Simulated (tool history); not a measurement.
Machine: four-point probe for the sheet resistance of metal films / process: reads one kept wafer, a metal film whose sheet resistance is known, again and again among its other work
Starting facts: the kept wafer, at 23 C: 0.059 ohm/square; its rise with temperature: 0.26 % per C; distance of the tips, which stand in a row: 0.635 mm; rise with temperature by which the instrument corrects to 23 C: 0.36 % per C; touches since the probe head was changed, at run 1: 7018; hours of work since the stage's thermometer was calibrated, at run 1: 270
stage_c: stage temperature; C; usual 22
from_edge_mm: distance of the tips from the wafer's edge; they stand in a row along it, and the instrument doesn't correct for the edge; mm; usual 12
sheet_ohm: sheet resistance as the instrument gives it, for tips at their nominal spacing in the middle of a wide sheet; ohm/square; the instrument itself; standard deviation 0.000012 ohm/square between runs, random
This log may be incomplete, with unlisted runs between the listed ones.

run   hour  stage_c  from_edge_mm  touches since the probe head was changed  hours of work since the stage's thermometer was calibrated  sheet_ohm
  1      0       22            12                                      7018                                                         270   0.059421
  2    7.4       22            12                                      7123                                                         274   0.059419
  3   20.5       22            12                                      7309                                                         280     0.0594
  4   29.7       22            12                                      7441                                                         284   0.059412
  5   42.9       22            57                                      7628                                                         291   0.059326
  6   54.8       22            57                                      7797                                                         296   0.059326
  7   64.2       22            57                                      7931                                                         301   0.059344
  8   81.3       22            57                                      8173                                                         309   0.059342
  9   90.6       22            12                                      8305                                                         313   0.059425
 10    104       22            12                                      8496                                                         320   0.059433
 11  119.8       22            12                                      8720                                                         327   0.059399
 12  134.6       22            12                                      8931                                                         334   0.059434
 13    147       22            29                                      9107                                                         340   0.059348
 14  154.7       22            12                                      9216                                                         344   0.059447
 15  165.8       22            12                                      9374                                                         349   0.059403
 16  175.1       22            12                                      9506                                                         354    0.05943
 17    188       22            12                                      9689                                                         360   0.059452
 18  203.1       22            18                                      9905                                                         367   0.059397
 19  212.7       22            18                                     10041                                                         372   0.059371
 20  229.7       22            18                                     10282                                                         380   0.059386
 21  241.8       22            18                                     10453                                                         386     0.0594
 22  258.2       22            12                                     10687                                                         394   0.059426
 23  268.3       24            12                                     10831                                                         399   0.059322
 24  280.8       22            15                                     11008                                                         405   0.059411
 25  290.7       23            12                                     11149                                                         409   0.059401
 26  305.7       35            12                                     11362                                                         417   0.058766
 27  318.9       20             5                                     11550                                                         423   0.059997
 28  329.3       20            27                                     11698                                                         428   0.059487
 29  341.8       20            15                                     11875                                                         434   0.059534
 30  357.5       20            15                                     12098                                                         441   0.059525
 31  368.5       26            73                                     12255                                                         447   0.059137
 32    385       31            12                                     12489                                                         455   0.058993
 33  397.7       31            12                                     12670                                                         461   0.058993
 34  409.2       28            17                                     12833                                                         466   0.059105
 35  422.5       24            30                                     13022                                                         472   0.059287
 36  432.3       22            57                                     13161                                                         477    0.05936
 37  446.6       22            57                                     13364                                                         484   0.059383
 38  453.8       20             4                                     13467                                                         488   0.060282
 39    461       21             4                                     13569                                                         491   0.060222
 40  477.2       21             4                                     13800                                                         499   0.060238
 41  485.9       19             9                                     13922                                                         503   0.059723
 42  502.8       23            21                                     14164                                                         511   0.059349
 43  519.9       19             9                                     14405                                                         519   0.059686
 44  535.9       26            22                                     14634                                                         527   0.059182
 45  545.4       18            26                                     14768                                                         531   0.059634
 46  557.4       18            26                                     14939                                                         537   0.059605

Here are 3 independent what-if runs from the current tool condition. What would each one return?
  A  569.8       35            14                                     15116                                                         543          ?
  B  569.8       23            40                                     15116                                                         543          ?
  C  569.8       34            12                                     15116                                                         543          ?

run  sheet_ohm
  A   0.058762
  B   0.059355
  C   0.058838
Had the tool no hidden state, the same runs would have come out as:
run  sheet_ohm
  A   0.058434
  B   0.059026
  C   0.058511
